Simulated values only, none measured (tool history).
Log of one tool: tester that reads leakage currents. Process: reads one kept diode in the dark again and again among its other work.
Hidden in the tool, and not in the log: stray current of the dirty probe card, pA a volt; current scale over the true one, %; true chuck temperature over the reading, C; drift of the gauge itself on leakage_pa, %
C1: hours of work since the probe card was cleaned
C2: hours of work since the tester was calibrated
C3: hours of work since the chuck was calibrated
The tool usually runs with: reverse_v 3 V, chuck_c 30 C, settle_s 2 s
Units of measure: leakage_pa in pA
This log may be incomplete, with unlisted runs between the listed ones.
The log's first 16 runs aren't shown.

Run 17, hour 1079.1: usual settings but reverse_v 12.12 V; C1 1171; C2 834; C3 1387. Result: leakage_pa 151.54 pA.
Run 18, hour 1139.9: usual settings but reverse_v 12.12 V; C1 1202; C2 865; C3 1418. Result: leakage_pa 152.02 pA.
Run 19, hour 1233: usual settings but reverse_v 12.12 V; C1 1250; C2 913; C3 1466. Result: leakage_pa 151.77 pA.
Run 20, hour 1309.7: usual settings but reverse_v 2.09 V; C1 1289; C2 952; C3 1505. Result: leakage_pa 55.45 pA.
Run 21, hour 1377.5: usual settings but reverse_v 6.99 V, settle_s 6.14 s; C1 1324; C2 987; C3 1540. Result: leakage_pa 109.42 pA.
Run 22, hour 1463.4: usual settings but reverse_v 2.43 V, chuck_c 60 C; C1 1368; C2 1031; C3 1584. Result: leakage_pa 540.4 pA.
Run 23, hour 1507.2: usual settings but reverse_v 7.74 V, chuck_c 37 C; C1 1391; C2 1053; C3 1607. Result: leakage_pa 202.24 pA.
Run 24, hour 1568.6: usual settings but reverse_v 1.49 V, chuck_c 40 C, settle_s 1.27 s; C1 1422; C2 1085; C3 1638. Result: leakage_pa 98.82 pA.
Run 25, hour 1629.5: usual settings but reverse_v 1.49 V, chuck_c 40 C, settle_s 1.27 s; C1 1453; C2 1116; C3 1669. Result: leakage_pa 99.9 pA.
Run 26, hour 1675.5: usual settings but reverse_v 1.07 V, chuck_c 40 C, settle_s 0.61 s; C1 1477; C2 1140; C3 1693. Result: leakage_pa 82.76 pA.
Run 27, hour 1716.8: usual settings but reverse_v 1.07 V, chuck_c 40 C, settle_s 0.61 s; C1 1498; C2 1161; C3 1714. Result: leakage_pa 82.61 pA.
Run 28, hour 1785.5: usual settings but reverse_v 1.07 V, chuck_c 40 C, settle_s 0.61 s; C1 1533; C2 1196; C3 1749. Result: leakage_pa 82.58 pA.
Run 29, hour 1876.8: usual settings but reverse_v 13.69 V, chuck_c 23 C, settle_s 0.73 s; C1 1580; C2 1243; C3 1796. Result: leakage_pa 96.88 pA.
At hour 1928.2: chuck's temperature calibrated.
Run 30, hour 1956.2: usual settings but settle_s 2.02 s; C1 1620; C2 1283; C3 14. Result: leakage_pa 68.41 pA.
Run 31, hour 2023.3: usual settings but settle_s 2.02 s; C1 1654; C2 1317; C3 49. Result: leakage_pa 67.94 pA.
Run 32, hour 2103.9: usual settings but reverse_v 9.81 V, chuck_c 44 C, settle_s 1.87 s; C1 1695; C2 1358; C3 90. Result: leakage_pa 392.3 pA.

Run 33 comes next. What will it give?
Run 33, hour 2159.1: usual settings but reverse_v 9.81 V, chuck_c 44 C, settle_s 1.87 s; C1 1724; C2 1387; C3 118. Result: leakage_pa ?.

Logged for run 33: leakage_pa 391.43 pA.
Take away the tool's hidden state, keep the run-to-run variation as it was, and the same run would have given leakage_pa 391.53 pA.
